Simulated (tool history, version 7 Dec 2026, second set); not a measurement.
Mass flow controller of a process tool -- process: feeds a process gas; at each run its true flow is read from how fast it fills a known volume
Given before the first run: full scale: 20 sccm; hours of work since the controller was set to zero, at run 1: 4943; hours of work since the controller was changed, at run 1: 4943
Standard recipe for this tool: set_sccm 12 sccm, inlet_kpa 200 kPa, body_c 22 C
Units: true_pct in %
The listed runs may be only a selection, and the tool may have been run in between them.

run,day,set_sccm,inlet_kpa,body_c,hours of work since the controller was set to zero,hours of work since the controller was changed,true_pct
1,0.000,12,200,22,4943,4943,99.61
2,5.962,12,200,22,5042,5042,99.63
3,14.079,12,200,22,5175,5175,99.43
4,20.108,12,200,22,5274,5274,99.40
5,29.396,12,200,22,5427,5427,99.32
6,36.517,12,200,21,5544,5544,99.08
7,45.492,12,200,22,5691,5691,99.16
8,50.429,12,200,22,5772,5772,99.05
9,58.054,12,171,22,5898,5898,98.89
10,66.200,12,171,22,6032,6032,98.96
11,72.329,12,171,22,6132,6132,98.89
12,80.433,12,171,22,6266,6266,98.81
13,87.425,12,200,22,6381,6381,98.87
14,94.738,12,200,22,6501,6501,98.63
15,100.667,12,200,22,6598,6598,98.88
16,108.421,12,200,22,6726,6726,98.71
17,114.638,12,200,22,6828,6828,98.71
18,120.242,12,200,22,6920,6920,98.54
19,125.238,12,200,22,7002,7002,98.41
20,131.700,12,200,22,7108,7108,98.48
21,135.879,12,200,21,7177,7177,98.23
22,144.254,12,210,22,7315,7315,98.29
23,152.875,12,210,22,7457,7457,98.25
# day 154.933: gauge calibrated
24,158.242,12,210,22,7545,7545,99.71
25,164.467,16,229,29,7647,7647,100.32
26,169.358,3,140,37,7728,7728,100.09
27,177.925,3,140,37,7868,7868,100.16
28,184.408,12,183,33,7975,7975,100.01
29,191.512,12,183,33,8092,8092,100.05
30,200.842,12,144,35,8245,8245,99.90
31,205.442,10,156,27,8321,8321,99.24
32,214.212,12,192,22,8465,8465,98.92
# day 220.592: controller's zero set anew
33,223.508,12,180,32,48,8617,99.66
34,227.704,12,196,28,117,8686,99.28
35,235.962,4,200,22,253,8822,98.78
# day 239.033: gauge calibrated
36,245.621,3,200,31,411,8981,100.04
37,253.558,8,161,21,542,9111,99.05
38,261.171,8,161,26,667,9236,99.42
39,270.346,2,276,22,818,9387,99.42
40,275.088,3,177,22,896,9465,99.10
41,281.671,3,177,22,1004,9573,99.02
42,286.938,6,178,29,1091,9660,99.48
43,291.117,6,178,29,1159,9729,99.48
44,300.125,6,195,27,1307,9877,99.22
# day 305.479: controller exchanged for a calibrated one
45,309.533,6,160,24,67,67,98.82
46,317.304,17,163,24,194,194,98.96
47,326.971,17,163,24,353,353,98.95

3 options for the next run, each taken on its own from the tool as it stands now. Forecast them:
# day 327.579: gauge calibrated
A,331.071,17,191,25,421,421,?
# day 327.579: gauge calibrated
B,331.071,9,186,31,421,421,?
# day 327.579: gauge calibrated
C,331.071,17,151,24,421,421,?

run,true_pct
A,99.90
B,100.18
C,99.64
With the hidden condition removed and each run's random variation left untouched, the same runs would have given:
run,true_pct
A,99.93
B,100.21
C,99.67

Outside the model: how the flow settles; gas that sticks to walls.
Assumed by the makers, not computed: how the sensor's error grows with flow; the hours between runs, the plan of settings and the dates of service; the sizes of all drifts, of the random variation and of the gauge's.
